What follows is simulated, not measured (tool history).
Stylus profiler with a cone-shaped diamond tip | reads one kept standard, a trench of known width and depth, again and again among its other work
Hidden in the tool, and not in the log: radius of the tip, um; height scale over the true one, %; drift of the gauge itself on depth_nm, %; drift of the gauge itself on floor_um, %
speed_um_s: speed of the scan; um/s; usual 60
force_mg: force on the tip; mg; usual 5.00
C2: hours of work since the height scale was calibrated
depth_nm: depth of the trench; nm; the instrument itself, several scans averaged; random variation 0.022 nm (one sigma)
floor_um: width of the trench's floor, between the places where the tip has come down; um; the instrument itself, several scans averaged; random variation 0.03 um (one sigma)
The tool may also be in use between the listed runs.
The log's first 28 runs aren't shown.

{"run": 29, "day": 41.004, "speed_um_s": 19, "force_mg": 2.94, "scans with this tip": 2093, "C2": 209, "depth_nm": 101.97, "floor_um": 47.45}
{"run": 30, "day": 42.946, "speed_um_s": 19, "force_mg": 2.94, "scans with this tip": 2350, "C2": 234, "depth_nm": 101.96, "floor_um": 47.45}
{"run": 31, "day": 44.538, "speed_um_s": 35, "force_mg": 1.7, "scans with this tip": 2559, "C2": 255, "depth_nm": 101.41, "floor_um": 47.24}
{"run": 32, "day": 46.329, "speed_um_s": 35, "force_mg": 1.7, "scans with this tip": 2796, "C2": 279, "depth_nm": 101.49, "floor_um": 47.24}
{"run": 33, "day": 47.479, "speed_um_s": 97, "force_mg": 14.55, "scans with this tip": 2948, "C2": 294, "depth_nm": 105.61, "floor_um": 47.19}
{"run": 34, "day": 48.517, "speed_um_s": 165, "force_mg": 2.26, "scans with this tip": 3084, "C2": 307, "depth_nm": 101.77, "floor_um": 46.66}
{"run": 35, "day": 49.45, "speed_um_s": 181, "force_mg": 7.02, "scans with this tip": 3208, "C2": 320, "depth_nm": 103.5, "floor_um": 46.86}
{"run": 36, "day": 51.146, "speed_um_s": 124, "force_mg": 5.95, "scans with this tip": 3431, "C2": 342, "depth_nm": 103.18, "floor_um": 46.91}
{"run": 37, "day": 52.388, "speed_um_s": 124, "force_mg": 5.95, "scans with this tip": 3596, "C2": 358, "depth_nm": 103.13, "floor_um": 46.92}
{"run": 38, "day": 54.212, "speed_um_s": 34, "force_mg": 2.54, "scans with this tip": 3836, "C2": 382, "depth_nm": 101.88, "floor_um": 47.11}
{"run": 39, "day": 55.929, "speed_um_s": 34, "force_mg": 2.54, "scans with this tip": 4063, "C2": 405, "depth_nm": 101.92, "floor_um": 47.05}
{"run": 40, "day": 57.325, "speed_um_s": 120, "force_mg": 5.77, "scans with this tip": 4247, "C2": 423, "depth_nm": 103.14, "floor_um": 46.82}
{"run": 41, "day": 58.938, "speed_um_s": 163, "force_mg": 2.42, "scans with this tip": 4460, "C2": 444, "depth_nm": 101.81, "floor_um": 46.45}
{"run": 42, "day": 60.746, "speed_um_s": 33, "force_mg": 1.92, "scans with this tip": 4698, "C2": 468, "depth_nm": 101.63, "floor_um": 46.91}
{"run": 43, "day": 62.7, "speed_um_s": 129, "force_mg": 14.57, "scans with this tip": 4956, "C2": 494, "depth_nm": 105.64, "floor_um": 46.82}
{"run": 44, "day": 64.075, "speed_um_s": 81, "force_mg": 9.26, "scans with this tip": 5138, "C2": 512, "depth_nm": 104.27, "floor_um": 46.81}
{"run": 45, "day": 65.158, "speed_um_s": 21, "force_mg": 8.45, "scans with this tip": 5281, "C2": 526, "depth_nm": 104.03, "floor_um": 47.01}
{"run": 46, "day": 66.858, "speed_um_s": 18, "force_mg": 13.27, "scans with this tip": 5505, "C2": 548, "depth_nm": 105.38, "floor_um": 46.98}

3 ways to go on from here, each from the tool as it stands after run 46. What would each give?
{"run": "A", "day": 68.762, "speed_um_s": 37, "force_mg": 6.68, "scans with this tip": 5756, "C2": 573, "depth_nm": "?", "floor_um": "?"}
{"run": "B", "day": 68.762, "speed_um_s": 125, "force_mg": 4.01, "scans with this tip": 5756, "C2": 573, "depth_nm": "?", "floor_um": "?"}
{"run": "C", "day": 68.762, "speed_um_s": 177, "force_mg": 3.23, "scans with this tip": 5756, "C2": 573, "depth_nm": "?", "floor_um": "?"}

run=A depth_nm=103.46 floor_um=46.83
run=B depth_nm=102.53 floor_um=46.49
run=C depth_nm=102.27 floor_um=46.27
Without the tool's hidden state the same runs would have given:
run=A depth_nm=103.17 floor_um=47.91
run=B depth_nm=102.25 floor_um=47.56
run=C depth_nm=101.99 floor_um=47.35
